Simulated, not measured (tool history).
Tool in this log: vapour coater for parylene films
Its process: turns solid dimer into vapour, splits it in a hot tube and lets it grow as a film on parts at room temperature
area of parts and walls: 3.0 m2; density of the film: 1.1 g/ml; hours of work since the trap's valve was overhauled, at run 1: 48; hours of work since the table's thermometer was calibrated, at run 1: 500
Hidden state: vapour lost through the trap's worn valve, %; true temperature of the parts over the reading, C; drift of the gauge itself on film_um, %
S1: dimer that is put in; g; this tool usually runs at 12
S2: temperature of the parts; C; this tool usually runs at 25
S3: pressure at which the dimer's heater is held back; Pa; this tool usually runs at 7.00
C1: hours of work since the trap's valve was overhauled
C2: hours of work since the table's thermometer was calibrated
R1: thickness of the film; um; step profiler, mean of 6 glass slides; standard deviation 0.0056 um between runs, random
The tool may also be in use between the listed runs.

Run 1, hour 0.0: usual settings; C1 48; C2 500. Result: R1 2.479 um.
Run 2, hour 20.4: usual settings; C1 64; C2 515. Result: R1 2.469 um.
Run 3, hour 47.0: usual settings but S3 4.42 Pa; C1 84; C2 536. Result: R1 2.576 um.
Run 4, hour 74.6: usual settings but S3 4.42 Pa; C1 105; C2 556. Result: R1 2.557 um.
Run 5, hour 105.0: usual settings but S3 4.42 Pa; C1 128; C2 579. Result: R1 2.569 um.
Run 6, hour 146.1: usual settings but S3 4.42 Pa; C1 159; C2 610. Result: R1 2.539 um.
Run 7, hour 190.3: usual settings but S3 4.42 Pa; C1 192; C2 644. Result: R1 2.539 um.
Run 8, hour 238.2: usual settings but S2 24 C; C1 228; C2 680. Result: R1 2.535 um.
Run 9, hour 269.2: usual settings but S2 24 C; C1 252; C2 703. Result: R1 2.521 um.
At hour 283.8: trap's valve overhauled.
Run 10, hour 299.7: usual settings but S2 24 C; C1 12; C2 723. Result: R1 2.625 um.
Run 11, hour 345.7: usual settings; C1 47; C2 758. Result: R1 2.491 um.
Run 12, hour 367.4: usual settings; C1 63; C2 774. Result: R1 2.499 um.
Run 13, hour 389.8: usual settings; C1 80; C2 791. Result: R1 2.500 um.
Run 14, hour 419.1: usual settings; C1 102; C2 813. Result: R1 2.481 um.
Run 15, hour 441.1: usual settings but S3 3.52 Pa; C1 119; C2 830. Result: R1 2.646 um.
Run 16, hour 488.1: usual settings but S3 3.52 Pa; C1 154; C2 865. Result: R1 2.623 um.
Run 17, hour 520.9: usual settings but S3 3.52 Pa; C1 179; C2 890. Result: R1 2.625 um.
Run 18, hour 559.6: usual settings but S3 3.52 Pa; C1 208; C2 919. Result: R1 2.601 um.
Run 19, hour 600.6: usual settings but S3 3.52 Pa; C1 239; C2 950. Result: R1 2.607 um.
At hour 631.4: trap's valve overhauled.
Run 20, hour 641.8: usual settings but S3 3.52 Pa; C1 8; C2 978. Result: R1 2.696 um.
Run 21, hour 673.1: usual settings but S3 3.52 Pa; C1 31; C2 1002. Result: R1 2.673 um.
Run 22, hour 700.9: usual settings but S3 3.52 Pa; C1 52; C2 1023. Result: R1 2.668 um.
Run 23, hour 738.2: usual settings; C1 81; C2 1051. Result: R1 2.497 um.
Run 24, hour 786.0: usual settings but S1 17 g, S2 21 C, S3 8.40 Pa; C1 117; C2 1087. Result: R1 4.099 um.
Run 25, hour 823.0: usual settings but S2 18 C, S3 9.97 Pa; C1 145; C2 1115. Result: R1 3.233 um.
Run 26, hour 862.9: usual settings but S2 18 C, S3 9.97 Pa; C1 175; C2 1145. Result: R1 3.231 um.
Run 27, hour 907.7: usual settings but S1 15 g, S2 22 C, S3 2.42 Pa; C1 208; C2 1179. Result: R1 3.845 um.
Run 28, hour 949.9: usual settings but S1 15 g, S2 22 C, S3 2.42 Pa; C1 240; C2 1211. Result: R1 3.830 um.
At hour 979.2: trap's valve overhauled.
Run 29, hour 993.9: usual settings but S2 33 C, S3 7.67 Pa; C1 11; C2 1241. Result: R1 1.798 um.
Run 30, hour 1019.6: usual settings but S2 33 C, S3 7.67 Pa; C1 30; C2 1260. Result: R1 1.803 um.
Run 31, hour 1049.7: usual settings but S1 9 g, S3 2.63 Pa; C1 53; C2 1283. Result: R1 2.083 um.
Run 32, hour 1080.9: usual settings but S1 9 g, S3 8.00 Pa; C1 77; C2 1307. Result: R1 1.870 um.
Run 33, hour 1103.4: usual settings but S1 9 g, S2 24 C, S3 8.08 Pa; C1 94; C2 1323. Result: R1 1.956 um.
Run 34, hour 1127.1: usual settings but S1 9 g, S2 24 C, S3 8.08 Pa; C1 112; C2 1341. Result: R1 1.948 um.
Run 35, hour 1169.0: usual settings but S1 9 g, S2 18 C, S3 8.08 Pa; C1 143; C2 1373. Result: R1 2.493 um.
Run 36, hour 1204.6: usual settings but S1 15 g, S2 35 C, S3 4.12 Pa; C1 170; C2 1400. Result: R1 2.141 um.
Run 37, hour 1251.0: usual settings but S1 15 g, S2 35 C, S3 3.10 Pa; C1 205; C2 1435. Result: R1 2.183 um.
Run 38, hour 1293.7: usual settings but S3 11.50 Pa; C1 237; C2 1467. Result: R1 2.364 um.
At hour 1325.9: trap's valve overhauled.
Run 39, hour 1331.0: usual settings but S1 10 g, S2 35 C, S3 6.62 Pa; C1 4; C2 1492. Result: R1 1.423 um.
Run 40, hour 1361.0: usual settings but S1 13 g, S2 26 C; C1 26; C2 1515. Result: R1 2.697 um.
At hour 1401.5: table's thermometer calibrated.
Run 41, hour 1407.8: usual settings but S1 13 g, S2 26 C; C1 61; C2 5. Result: R1 2.504 um.
Run 42, hour 1445.4: usual settings but S1 20 g, S2 17 C, S3 3.77 Pa; C1 89; C2 33. Result: R1 5.844 um.
Run 43, hour 1470.9: usual settings but S1 20 g, S2 17 C, S3 3.77 Pa; C1 109; C2 52. Result: R1 5.826 um.
Run 44, hour 1518.1: usual settings but S1 20 g, S2 17 C, S3 3.77 Pa; C1 144; C2 88. Result: R1 5.790 um.
Run 45, hour 1548.4: usual settings but S1 20 g, S2 17 C, S3 3.77 Pa; C1 167; C2 111. Result: R1 5.757 um.

Forecast each of these 3 alternatives for the next run:
Run A, hour 1590.1: usual settings but S3 5.77 Pa; C1 199; C2 142. Result: R1 ?.
Run B, hour 1590.1: usual settings but S3 2.61 Pa; C1 199; C2 142. Result: R1 ?.
Run C, hour 1590.1: usual settings but S1 13 g, S2 30 C; C1 199; C2 142. Result: R1 ?.

run     R1
  A  2.401
  B  2.592
  C  2.071
Without the tool's unlogged condition, the same runs would have read:
run     R1
  A  2.492
  B  2.690
  C  2.149
